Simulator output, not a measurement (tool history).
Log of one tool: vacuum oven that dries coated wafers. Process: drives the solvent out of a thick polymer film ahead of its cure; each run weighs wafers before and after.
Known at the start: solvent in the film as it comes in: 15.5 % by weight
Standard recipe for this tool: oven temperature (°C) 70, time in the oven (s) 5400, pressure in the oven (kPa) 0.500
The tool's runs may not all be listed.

{"run": 1, "hour": 0.0, "oven temperature (°C)": 70, "time in the oven (s)": 5400, "pressure in the oven (kPa)": 0.5, "solvent left in the film (%)": 2.58}
{"run": 2, "hour": 8.8, "oven temperature (°C)": 70, "time in the oven (s)": 5400, "pressure in the oven (kPa)": 1.143, "solvent left in the film (%)": 2.76}
{"run": 3, "hour": 19.1, "oven temperature (°C)": 70, "time in the oven (s)": 5400, "pressure in the oven (kPa)": 1.143, "solvent left in the film (%)": 2.8}
{"run": 4, "hour": 31.8, "oven temperature (°C)": 70, "time in the oven (s)": 5400, "pressure in the oven (kPa)": 1.143, "solvent left in the film (%)": 2.75}
{"run": 5, "hour": 47.9, "oven temperature (°C)": 70, "time in the oven (s)": 5400, "pressure in the oven (kPa)": 1.143, "solvent left in the film (%)": 2.72}
{"run": 6, "hour": 65.9, "oven temperature (°C)": 70, "time in the oven (s)": 5400, "pressure in the oven (kPa)": 0.5, "solvent left in the film (%)": 2.69}
{"run": 7, "hour": 78.4, "oven temperature (°C)": 70, "time in the oven (s)": 5400, "pressure in the oven (kPa)": 0.5, "solvent left in the film (%)": 2.63}
{"run": 8, "hour": 95.4, "oven temperature (°C)": 70, "time in the oven (s)": 5400, "pressure in the oven (kPa)": 0.5, "solvent left in the film (%)": 2.59}
{"run": 9, "hour": 108.9, "oven temperature (°C)": 70, "time in the oven (s)": 5400, "pressure in the oven (kPa)": 0.5, "solvent left in the film (%)": 2.67}
{"run": 10, "hour": 119.6, "oven temperature (°C)": 70, "time in the oven (s)": 3180, "pressure in the oven (kPa)": 0.5, "solvent left in the film (%)": 4.99}
{"run": 11, "hour": 134.7, "oven temperature (°C)": 70, "time in the oven (s)": 3180, "pressure in the oven (kPa)": 0.5, "solvent left in the film (%)": 4.91}
{"run": 12, "hour": 146.3, "oven temperature (°C)": 70, "time in the oven (s)": 3180, "pressure in the oven (kPa)": 0.5, "solvent left in the film (%)": 5.09}
{"run": 13, "hour": 164.3, "oven temperature (°C)": 70, "time in the oven (s)": 5400, "pressure in the oven (kPa)": 0.616, "solvent left in the film (%)": 2.65}
{"run": 14, "hour": 177.1, "oven temperature (°C)": 70, "time in the oven (s)": 5400, "pressure in the oven (kPa)": 0.616, "solvent left in the film (%)": 2.65}
{"run": 15, "hour": 187.0, "oven temperature (°C)": 70, "time in the oven (s)": 8100, "pressure in the oven (kPa)": 0.5, "solvent left in the film (%)": 1.34}
{"run": 16, "hour": 205.4, "oven temperature (°C)": 70, "time in the oven (s)": 5400, "pressure in the oven (kPa)": 0.5, "solvent left in the film (%)": 2.67}
{"run": 17, "hour": 220.0, "oven temperature (°C)": 70, "time in the oven (s)": 5400, "pressure in the oven (kPa)": 0.5, "solvent left in the film (%)": 2.74}
{"run": 18, "hour": 237.3, "oven temperature (°C)": 70, "time in the oven (s)": 5400, "pressure in the oven (kPa)": 0.5, "solvent left in the film (%)": 2.73}
{"run": 19, "hour": 255.7, "oven temperature (°C)": 70, "time in the oven (s)": 5400, "pressure in the oven (kPa)": 0.5, "solvent left in the film (%)": 2.71}
{"run": 20, "hour": 265.0, "oven temperature (°C)": 70, "time in the oven (s)": 5400, "pressure in the oven (kPa)": 0.5, "solvent left in the film (%)": 2.72}
{"run": 21, "hour": 278.6, "oven temperature (°C)": 70, "time in the oven (s)": 5400, "pressure in the oven (kPa)": 0.5, "solvent left in the film (%)": 2.69}
{"run": 22, "hour": 291.1, "oven temperature (°C)": 70, "time in the oven (s)": 5400, "pressure in the oven (kPa)": 0.5, "solvent left in the film (%)": 2.72}
{"run": 23, "hour": 298.7, "oven temperature (°C)": 70, "time in the oven (s)": 5400, "pressure in the oven (kPa)": 0.275, "solvent left in the film (%)": 2.66}
{"run": 24, "hour": 314.8, "oven temperature (°C)": 70, "time in the oven (s)": 5400, "pressure in the oven (kPa)": 0.275, "solvent left in the film (%)": 2.79}
{"run": 25, "hour": 332.4, "oven temperature (°C)": 70, "time in the oven (s)": 5400, "pressure in the oven (kPa)": 0.275, "solvent left in the film (%)": 2.68}
{"run": 26, "hour": 350.2, "oven temperature (°C)": 67, "time in the oven (s)": 3000, "pressure in the oven (kPa)": 1.832, "solvent left in the film (%)": 6.63}
{"run": 27, "hour": 362.0, "oven temperature (°C)": 67, "time in the oven (s)": 3000, "pressure in the oven (kPa)": 1.832, "solvent left in the film (%)": 6.81}
{"run": 28, "hour": 373.2, "oven temperature (°C)": 68, "time in the oven (s)": 3180, "pressure in the oven (kPa)": 0.5, "solvent left in the film (%)": 5.78}
{"run": 29, "hour": 389.0, "oven temperature (°C)": 70, "time in the oven (s)": 3480, "pressure in the oven (kPa)": 0.5, "solvent left in the film (%)": 4.6}
{"run": 30, "hour": 405.5, "oven temperature (°C)": 55, "time in the oven (s)": 4260, "pressure in the oven (kPa)": 0.5, "solvent left in the film (%)": 8.76}
{"run": 31, "hour": 417.5, "oven temperature (°C)": 75, "time in the oven (s)": 4260, "pressure in the oven (kPa)": 0.788, "solvent left in the film (%)": 2.3}
{"run": 32, "hour": 435.0, "oven temperature (°C)": 65, "time in the oven (s)": 5400, "pressure in the oven (kPa)": 0.71, "solvent left in the film (%)": 4.64}
{"run": 33, "hour": 449.7, "oven temperature (°C)": 57, "time in the oven (s)": 5400, "pressure in the oven (kPa)": 1.111, "solvent left in the film (%)": 7.46}
{"run": 34, "hour": 457.4, "oven temperature (°C)": 57, "time in the oven (s)": 5400, "pressure in the oven (kPa)": 1.111, "solvent left in the film (%)": 7.34}
{"run": 35, "hour": 465.8, "oven temperature (°C)": 82, "time in the oven (s)": 3660, "pressure in the oven (kPa)": 1.303, "solvent left in the film (%)": 1.13}
{"run": 36, "hour": 483.5, "oven temperature (°C)": 82, "time in the oven (s)": 3660, "pressure in the oven (kPa)": 1.303, "solvent left in the film (%)": 1.06}
{"run": 37, "hour": 491.4, "oven temperature (°C)": 82, "time in the oven (s)": 4260, "pressure in the oven (kPa)": 0.46, "solvent left in the film (%)": 0.68}
{"run": 38, "hour": 506.2, "oven temperature (°C)": 65, "time in the oven (s)": 3960, "pressure in the oven (kPa)": 0.526, "solvent left in the film (%)": 5.74}
{"run": 39, "hour": 524.4, "oven temperature (°C)": 65, "time in the oven (s)": 3060, "pressure in the oven (kPa)": 1.019, "solvent left in the film (%)": 7.02}
{"run": 40, "hour": 533.7, "oven temperature (°C)": 65, "time in the oven (s)": 3060, "pressure in the oven (kPa)": 1.019, "solvent left in the film (%)": 7.26}
{"run": 41, "hour": 545.1, "oven temperature (°C)": 64, "time in the oven (s)": 3060, "pressure in the oven (kPa)": 1.019, "solvent left in the film (%)": 7.31}

What will run 42 give?
{"run": 42, "hour": 560.7, "oven temperature (°C)": 64, "time in the oven (s)": 3060, "pressure in the oven (kPa)": 1.019, "solvent left in the film (%)": "?"}

Run 42 came out at solvent left in the film (%) 7.54.
Take away the tool's hidden state, keep the run-to-run variation as it was, and the same run would have given solvent left in the film (%) 7.05.
